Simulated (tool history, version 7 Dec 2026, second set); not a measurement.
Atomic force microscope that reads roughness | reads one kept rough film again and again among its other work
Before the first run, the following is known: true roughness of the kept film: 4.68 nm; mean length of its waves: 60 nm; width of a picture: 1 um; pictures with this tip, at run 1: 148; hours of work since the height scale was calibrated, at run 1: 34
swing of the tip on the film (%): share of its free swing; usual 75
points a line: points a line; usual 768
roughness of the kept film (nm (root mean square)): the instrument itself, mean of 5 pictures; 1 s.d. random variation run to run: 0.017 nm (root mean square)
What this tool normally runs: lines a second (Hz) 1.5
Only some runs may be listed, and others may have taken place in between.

run	day	lines a second (Hz)	swing of the tip on the film (%)	points a line	pictures with this tip	hours of work since the height scale was calibrated	roughness of the kept film (nm (root mean square))
1	0	1.5	75	768	148	34	4.036
2	0.871	1.5	75	768	183	46	3.991
3	1.508	1.5	75	768	209	55	3.918
4	2.321	1.5	75	768	242	66	3.894
5	2.958	1.5	75	768	267	75	3.874
6	3.467	0.93	75	768	288	82	3.935
7	4.217	0.93	75	768	318	93	3.858
8	4.817	0.93	75	768	342	101	3.844
# day 5.1: new tip fitted
9	5.312	0.93	75	768	8	108	4.329
10	5.729	0.93	75	768	25	114	4.279
11	6.108	0.93	75	768	41	119	4.278
12	6.754	0.93	75	768	67	128	4.219
# day 6.858: height scale calibrated on a step standard
13	7.242	1.5	75	768	85	5	4.115
14	7.792	1.5	75	768	107	13	4.106
15	8.267	1.5	75	768	126	20	4.055
16	8.962	1.5	75	768	154	29	4.048
17	9.317	1.5	75	768	168	34	3.981
18	9.792	1.5	75	768	188	41	3.961
# day 10.208: height scale calibrated on a step standard, once more
19	10.688	1.5	75	768	222	7	3.912
20	11.125	1.5	78	768	240	13	3.891
21	11.75	1.45	78	768	265	21	3.875
22	12.275	1.45	78	768	286	29	3.836
23	12.904	1.45	78	768	311	38	3.784
24	13.308	1.4	58	714	328	43	3.971
# day 13.958: new tip fitted
25	14.033	1.4	58	714	3	53	4.419
26	14.892	1.4	58	714	38	65	4.337
27	15.712	1.4	58	714	71	76	4.288
28	16.088	1.4	58	435	86	82	4.253
29	16.521	1.5	75	427	103	88	4.09
30	16.908	1.5	75	427	119	93	4.083
31	17.562	1.5	75	427	145	102	4.038
32	17.971	2.67	69	796	162	108	3.948
33	18.721	2.67	69	796	192	118	3.893
34	19.242	1.5	71	307	213	125	3.963
35	19.688	1.5	75	578	231	132	3.925
36	20.479	1.5	75	578	263	143	3.871
37	21.138	1.5	75	578	290	152	3.822
38	21.558	0.61	75	297	307	158	3.965
39	22.05	0.5	75	367	326	165	3.988
40	22.404	0.5	75	367	341	170	3.934
# day 22.754: new tip fitted
41	23.017	1.5	75	546	11	178	4.195
42	23.608	1.5	75	433	34	186	4.155
43	24.079	1.5	75	433	53	193	4.143
44	24.679	1.73	67	464	78	201	4.185

Hidden state or all else? Some run-to-run changes of roughness of the kept film (nm (root mean square)), split into what the settings, what came in and random variation would give without the hidden state, and what is left for the hidden state (with any gauge scatter that isn't in both results):
Hidden state present: radius of the tip, nm; height scale over the true one, %; drift of the gauge itself on roughness_nm, %.
Run 8 -> 9: new tip fitted. roughness of the kept film (nm (root mean square)) +0.485: hidden state +0.46, all else +0.025.
Run 24 -> 25: new tip fitted. roughness of the kept film (nm (root mean square)) +0.448: hidden state +0.445, all else +0.003.
Run 40 -> 41: lines a second (Hz) 0.5 -> 1.5, points a line 367 -> 546, new tip fitted. roughness of the kept film (nm (root mean square)) +0.261: hidden state +0.434, all else -0.173.
